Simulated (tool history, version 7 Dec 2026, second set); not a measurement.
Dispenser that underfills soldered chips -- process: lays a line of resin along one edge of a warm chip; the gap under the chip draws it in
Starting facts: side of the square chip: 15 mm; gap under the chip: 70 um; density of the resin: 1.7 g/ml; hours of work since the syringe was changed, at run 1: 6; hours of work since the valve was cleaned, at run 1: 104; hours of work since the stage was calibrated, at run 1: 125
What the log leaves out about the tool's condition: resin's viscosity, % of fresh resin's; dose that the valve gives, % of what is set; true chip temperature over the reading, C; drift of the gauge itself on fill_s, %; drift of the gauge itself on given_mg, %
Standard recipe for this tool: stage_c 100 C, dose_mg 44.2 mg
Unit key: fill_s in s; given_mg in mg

| run | hour | stage_c | dose_mg | hours of work since the syringe was changed | hours of work since the valve was cleaned | hours of work since the stage was calibrated | fill_s | given_mg |
|---|---|---|---|---|---|---|---|---|
| 1 | 0 | 100 | 44.2 | 6 | 104 | 125 | 205.3 | 39.93 |
| 2 | 7.3 | 100 | 44.2 | 10 | 109 | 130 | 293.3 | 40.04 |
|  | 8.9 | new syringe of resin |
|  | 10.5 | dispensing valve cleaned and set on the balance |
| 3 | 13.4 | 100 | 57.1 | 2 | 2 | 133 | 150.8 | 57.27 |
| 4 | 22.4 | 100 | 57.1 | 8 | 8 | 139 | 247.2 | 56.6 |
|  | 27.1 | new syringe of resin |
| 5 | 32 | 100 | 57.1 | 3 | 14 | 145 | 160 | 56.53 |
| 6 | 41.1 | 100 | 51.7 | 9 | 20 | 151 | 255.3 | 50.75 |
|  | 44.5 | new syringe of resin |
| 7 | 45.9 | 100 | 51.7 | 1 | 23 | 154 | 138.6 | 51.22 |
| 8 | 53.6 | 100 | 49 | 6 | 28 | 159 | 207.3 | 47.78 |
| 9 | 60.1 | 100 | 49 | 10 | 33 | 164 | 284.6 | 47.65 |
|  | 61.9 | new syringe of resin |
| 10 | 70.1 | 100 | 49 | 6 | 39 | 170 | 196.8 | 47.68 |
|  | 79.4 | new syringe of resin |
| 11 | 80 | 100 | 42.7 | 0 | 46 | 177 | 133 | 41.44 |
| 12 | 86.8 | 89 | 42.7 | 5 | 50 | 181 | 306.1 | 41.13 |
|  | 96.7 | new syringe of resin |
| 13 | 96.7 | 89 | 42.7 | 0 | 57 | 187 | 206.6 | 40.56 |
| 14 | 106.3 | 96 | 44.2 | 6 | 63 | 194 | 251.5 | 41.98 |
|  | 114.1 | new syringe of resin |
| 15 | 114.1 | 96 | 44.2 | 0 | 68 | 199 | 150.5 | 41.69 |
| 16 | 120.2 | 100 | 45.2 | 4 | 72 | 203 | 177.5 | 42.69 |
| 17 | 126.6 | 85 | 55.1 | 8 | 76 | 207 | 455.1 | 51.67 |
|  | 131.5 | new syringe of resin |
| 18 | 135.8 | 94 | 43.2 | 3 | 82 | 213 | 215.2 | 40.33 |
| 19 | 144.8 | 94 | 43.2 | 9 | 88 | 219 | 344.8 | 40.05 |
|  | 148.7 | new syringe of resin |
| 20 | 149.5 | 102 | 39.4 | 1 | 91 | 222 | 124.7 | 36.56 |
| 21 | 159.3 | 102 | 39.4 | 7 | 98 | 229 | 211.5 | 36.33 |
| 22 | 165 | 94 | 41.4 | 11 | 102 | 233 | 390.4 | 38 |
|  | 166.3 | new syringe of resin |
| 23 | 175.9 | 94 | 41.4 | 6 | 109 | 240 | 278.4 | 37.48 |
|  | 179.1 | dispensing valve cleaned and set on the balance |
|  | 184.9 | new syringe of resin |
| 24 | 186.4 | 110 | 46.6 | 1 | 5 | 246 | 91.5 | 46.25 |
| 25 | 193.4 | 89 | 41.9 | 6 | 9 | 250 | 316.6 | 41.46 |
| 26 | 198.8 | 89 | 41.9 | 9 | 13 | 254 | 429.7 | 41.39 |
|  | 202.4 | new syringe of resin |
| 27 | 208.1 | 112 | 39 | 4 | 19 | 260 | 109.4 | 38.35 |
| 28 | 218.8 | 112 | 39 | 11 | 26 | 267 | 190 | 38.1 |
|  | 219.8 | new syringe of resin |
| 29 | 225.9 | 112 | 42 | 4 | 31 | 272 | 110.1 | 40.83 |

4 options for the next run, each taken on its own from the tool as it stands now. Forecast them:
| A | 233.9 | 109 | 42 | 9 | 36 | 277 | ? | ? |
| B | 233.9 | 94 | 47.3 | 9 | 36 | 277 | ? | ? |
| C | 233.9 | 88 | 47.8 | 9 | 36 | 277 | ? | ? |
| D | 233.9 | 98 | 48.3 | 9 | 36 | 277 | ? | ? |

| run | fill_s | given_mg |
|---|---|---|
| A | 190.9 | 40.3 |
| B | 341.5 | 45.64 |
| C | 448 | 46.43 |
| D | 295.5 | 46.4 |
Take away the tool's hidden state, keep each run's random variation, and the runs would have read:
| run | fill_s | given_mg |
|---|---|---|
| A | 87.4 | 41.67 |
| B | 156.3 | 47.19 |
| C | 204.6 | 48 |
| D | 135.6 | 47.97 |
